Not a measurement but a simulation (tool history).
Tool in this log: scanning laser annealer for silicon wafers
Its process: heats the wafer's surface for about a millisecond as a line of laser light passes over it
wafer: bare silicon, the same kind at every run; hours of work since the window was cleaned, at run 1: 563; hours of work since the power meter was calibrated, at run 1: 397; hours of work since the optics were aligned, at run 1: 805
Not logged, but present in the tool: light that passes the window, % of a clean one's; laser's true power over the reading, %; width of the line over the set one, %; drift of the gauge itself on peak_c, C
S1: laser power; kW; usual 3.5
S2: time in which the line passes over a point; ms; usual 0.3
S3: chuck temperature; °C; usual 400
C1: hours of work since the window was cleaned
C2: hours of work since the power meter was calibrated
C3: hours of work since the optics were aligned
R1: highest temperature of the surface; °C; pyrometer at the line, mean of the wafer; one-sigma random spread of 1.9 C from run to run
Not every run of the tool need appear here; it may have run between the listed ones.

| run | hour | S1 | S2 | S3 | C1 | C2 | C3 | R1 |
|---|---|---|---|---|---|---|---|---|
| 1 | 0 | 3.5 | 0.3 | 400 | 563 | 397 | 805 | 1238 |
| 2 | 12.5 | 3.5 | 0.279 | 400 | 573 | 407 | 815 | 1207 |
| 3 | 23.9 | 3.5 | 0.3 | 400 | 582 | 416 | 824 | 1238 |
| 4 | 32.6 | 3.5 | 0.3 | 374 | 589 | 423 | 831 | 1209 |
| 5 | 43.4 | 3.5 | 0.3 | 436 | 598 | 431 | 839 | 1271 |
| 6 | 49.4 | 3.5 | 0.373 | 400 | 602 | 436 | 844 | 1323 |
| 7 | 57.9 | 3.5 | 0.373 | 400 | 609 | 443 | 851 | 1326 |
| 8 | 69.5 | 3.5 | 0.373 | 400 | 618 | 452 | 860 | 1327 |
| 9 | 74.9 | 3.5 | 0.3 | 400 | 623 | 456 | 864 | 1237 |
| 10 | 84.2 | 3.5 | 0.3 | 400 | 630 | 464 | 871 | 1241 |
| 11 | 95.5 | 3.5 | 0.3 | 400 | 639 | 472 | 880 | 1243 |
| 12 | 107.1 | 3.5 | 0.227 | 400 | 648 | 482 | 890 | 1135 |
| 13 | 117.3 | 3.5 | 0.227 | 400 | 656 | 490 | 898 | 1134 |
| 14 | 129.4 | 3.5 | 0.227 | 400 | 666 | 499 | 907 | 1135 |
| 15 | 138.8 | 3.5 | 0.227 | 400 | 673 | 507 | 915 | 1137 |
|  | 145.8 | window over the wafer cleaned |
| 16 | 152.2 | 3.5 | 0.3 | 400 | 5 | 516 | 924 | 1237 |
| 17 | 161.1 | 3.5 | 0.3 | 400 | 12 | 523 | 931 | 1238 |
| 18 | 173.6 | 3.5 | 0.3 | 400 | 22 | 533 | 940 | 1238 |
| 19 | 180.1 | 3.5 | 0.353 | 400 | 27 | 538 | 946 | 1303 |
| 20 | 187 | 3.5 | 0.353 | 400 | 33 | 543 | 951 | 1303 |
| 21 | 194.7 | 3.613 | 0.34 | 411 | 39 | 549 | 957 | 1328 |
| 22 | 204.1 | 3.064 | 0.289 | 416 | 46 | 557 | 965 | 1139 |
| 23 | 216.3 | 3.017 | 0.217 | 416 | 56 | 566 | 974 | 1038 |
| 24 | 222 | 3.017 | 0.24 | 416 | 60 | 571 | 979 | 1071 |
| 25 | 233.7 | 3.017 | 0.24 | 416 | 69 | 580 | 988 | 1069 |
| 26 | 240.9 | 3.284 | 0.26 | 416 | 75 | 586 | 994 | 1151 |
| 27 | 249.1 | 3.284 | 0.254 | 379 | 82 | 592 | 1000 | 1112 |
| 28 | 256 | 3.55 | 0.275 | 394 | 87 | 598 | 1006 | 1210 |
| 29 | 261.4 | 3.456 | 0.3 | 439 | 91 | 602 | 1010 | 1266 |
| 30 | 267.8 | 3.456 | 0.3 | 439 | 96 | 607 | 1015 | 1268 |
| 31 | 278.1 | 3.003 | 0.257 | 400 | 105 | 615 | 1023 | 1074 |
| 32 | 285.1 | 3.003 | 0.257 | 400 | 110 | 621 | 1029 | 1074 |
| 33 | 292.9 | 3.441 | 0.254 | 400 | 116 | 627 | 1035 | 1160 |
| 34 | 300.2 | 3.817 | 0.243 | 391 | 122 | 633 | 1041 | 1216 |
| 35 | 309.4 | 3.5 | 0.249 | 412 | 129 | 640 | 1048 | 1177 |
| 36 | 319.3 | 3.277 | 0.368 | 416 | 137 | 648 | 1056 | 1278 |
| 37 | 329.3 | 3.57 | 0.358 | 435 | 145 | 656 | 1064 | 1363 |
| 38 | 336.5 | 3.57 | 0.358 | 435 | 151 | 661 | 1069 | 1360 |
|  | 346.9 | optics aligned, line set to its width |
| 39 | 347.6 | 3.483 | 0.376 | 435 | 156 | 666 | 1 | 1359 |
| 40 | 359.5 | 3.483 | 0.376 | 435 | 165 | 676 | 10 | 1361 |

Consider 5 possible next runs. They are alternatives, not a sequence: every one starts from the tool as it was left by run 40. What does each give?
| A | 368.4 | 3.781 | 0.3 | 400 | 172 | 683 | 17 | ? |
| B | 368.4 | 3.582 | 0.3 | 375 | 172 | 683 | 17 | ? |
| C | 368.4 | 3.271 | 0.328 | 400 | 172 | 683 | 17 | ? |
| D | 368.4 | 3.5 | 0.253 | 400 | 172 | 683 | 17 | ? |
| E | 368.4 | 3.5 | 0.247 | 438 | 172 | 683 | 17 | ? |

| run | R1 |
|---|---|
| A | 1304 |
| B | 1232 |
| C | 1217 |
| D | 1174 |
| E | 1205 |
Without the tool's hidden state the same runs would have given:
| run | R1 |
|---|---|
| A | 1304 |
| B | 1232 |
| C | 1217 |
| D | 1174 |
| E | 1206 |

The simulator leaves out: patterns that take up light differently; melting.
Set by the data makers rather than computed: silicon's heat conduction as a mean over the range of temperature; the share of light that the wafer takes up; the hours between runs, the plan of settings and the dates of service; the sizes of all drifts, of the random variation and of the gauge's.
